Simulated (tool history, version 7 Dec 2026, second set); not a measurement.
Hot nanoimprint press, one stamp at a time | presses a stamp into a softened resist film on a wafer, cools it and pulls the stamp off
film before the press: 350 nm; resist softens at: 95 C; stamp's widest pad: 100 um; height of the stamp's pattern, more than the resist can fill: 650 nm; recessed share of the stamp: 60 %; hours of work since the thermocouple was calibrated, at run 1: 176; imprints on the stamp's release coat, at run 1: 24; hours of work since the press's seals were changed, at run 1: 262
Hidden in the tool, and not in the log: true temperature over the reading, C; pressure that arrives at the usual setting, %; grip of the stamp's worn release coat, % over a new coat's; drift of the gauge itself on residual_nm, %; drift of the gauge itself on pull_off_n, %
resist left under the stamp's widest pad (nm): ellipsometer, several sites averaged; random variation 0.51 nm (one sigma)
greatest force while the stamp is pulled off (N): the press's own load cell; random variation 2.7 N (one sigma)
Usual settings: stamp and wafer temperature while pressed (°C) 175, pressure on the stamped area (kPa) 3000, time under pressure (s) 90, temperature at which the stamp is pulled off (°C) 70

| run | hour | stamp and wafer temperature while pressed (°C) | pressure on the stamped area (kPa) | time under pressure (s) | temperature at which the stamp is pulled off (°C) | hours of work since the thermocouple was calibrated | imprints on the stamp's release coat | hours of work since the press's seals were changed | resist left under the stamp's widest pad (nm) | greatest force while the stamp is pulled off (N) |
|---|---|---|---|---|---|---|---|---|---|---|
| 1 | 0 | 175 | 3000 | 90 | 70 | 176 | 24 | 262 | 145.7 | 132 |
| 2 | 37.8 | 175 | 3000 | 90 | 73 | 196 | 118 | 283 | 144.2 | 124 |
| 3 | 74.5 | 175 | 3000 | 90 | 73 | 217 | 210 | 303 | 144.4 | 131 |
| 4 | 99.2 | 175 | 4600 | 90 | 73 | 230 | 272 | 316 | 118.5 | 133 |
| 5 | 129.4 | 175 | 4600 | 90 | 73 | 247 | 347 | 333 | 119.3 | 135 |
| 6 | 167.5 | 175 | 4600 | 90 | 73 | 268 | 442 | 354 | 118.1 | 138 |
|  | 207.3 | stamp cleaned and given a new release coat |
| 7 | 208 | 175 | 4600 | 90 | 73 | 287 | 1 | 373 | 119.2 | 119 |
| 8 | 229.9 | 175 | 4600 | 90 | 73 | 299 | 56 | 385 | 118.7 | 119 |
| 9 | 267.5 | 175 | 4600 | 90 | 73 | 319 | 150 | 406 | 118.8 | 124 |
| 10 | 289.4 | 175 | 4600 | 90 | 73 | 331 | 205 | 418 | 118 | 122 |
| 11 | 311.2 | 175 | 3000 | 90 | 70 | 343 | 259 | 430 | 144.5 | 135 |
| 12 | 331.1 | 175 | 3000 | 90 | 70 | 354 | 309 | 441 | 144.9 | 140 |
|  | 356.8 | plate thermocouple calibrated |
| 13 | 363.6 | 171 | 3000 | 90 | 70 | 4 | 382 | 457 | 166.8 | 141 |
| 14 | 391.6 | 171 | 3000 | 90 | 70 | 19 | 452 | 472 | 166 | 145 |
|  | 427.4 | stamp cleaned and given a new release coat |
| 15 | 431.5 | 171 | 3000 | 90 | 70 | 38 | 10 | 491 | 165.7 | 123 |
|  | 466.1 | press's hydraulic seals changed and the load cell set to zero |
| 16 | 476.8 | 171 | 3000 | 90 | 70 | 58 | 103 | 6 | 163.5 | 135 |
| 17 | 503.9 | 172 | 3000 | 83 | 70 | 73 | 171 | 21 | 162.8 | 133 |
| 18 | 531.5 | 172 | 2100 | 83 | 77 | 88 | 239 | 36 | 188.6 | 118 |
| 19 | 555.5 | 166 | 3550 | 90 | 70 | 102 | 299 | 49 | 179.9 | 141 |
| 20 | 594.4 | 183 | 3940 | 172 | 70 | 123 | 396 | 71 | 72 | 145 |
| 21 | 626.4 | 165 | 3460 | 52 | 58 | 140 | 476 | 88 | 223.8 | 176 |
|  | 653.4 | stamp cleaned and given a new release coat |
| 22 | 673.2 | 173 | 3940 | 75 | 71 | 163 | 49 | 111 | 146.4 | 123 |
| 23 | 715.1 | 168 | 3750 | 75 | 71 | 186 | 154 | 134 | 174.2 | 128 |
| 24 | 749.4 | 163 | 3000 | 90 | 70 | 205 | 239 | 152 | 211.6 | 132 |
| 25 | 781.8 | 163 | 3440 | 81 | 72 | 223 | 320 | 170 | 207.2 | 135 |
| 26 | 811.6 | 163 | 3440 | 81 | 72 | 239 | 395 | 187 | 207.6 | 136 |
| 27 | 834.9 | 163 | 3440 | 81 | 72 | 252 | 453 | 199 | 208 | 137 |
|  | 868.5 | stamp cleaned and given a new release coat |
| 28 | 887.9 | 163 | 3440 | 81 | 72 | 278 | 48 | 225 | 206.5 | 124 |
| 29 | 931 | 175 | 3000 | 90 | 68 | 301 | 156 | 249 | 140.6 | 135 |

Forecast each of these 3 alternatives for the next run:
| A | 951.7 | 175 | 3410 | 90 | 60 | 313 | 207 | 260 | ? | ? |
| B | 951.7 | 182 | 3000 | 90 | 60 | 313 | 207 | 260 | ? | ? |
| C | 951.7 | 173 | 2670 | 90 | 71 | 313 | 207 | 260 | ? | ? |

| run | resist left under the stamp's widest pad (nm) | greatest force while the stamp is pulled off (N) |
|---|---|---|
| A | 133.1 | 160 |
| B | 111.9 | 160 |
| C | 159.3 | 135 |
Without the tool's hidden state the same runs would have given:
| run | resist left under the stamp's widest pad (nm) | greatest force while the stamp is pulled off (N) |
|---|---|---|
| A | 135.5 | 152 |
| B | 113.9 | 152 |
| C | 162.3 | 129 |
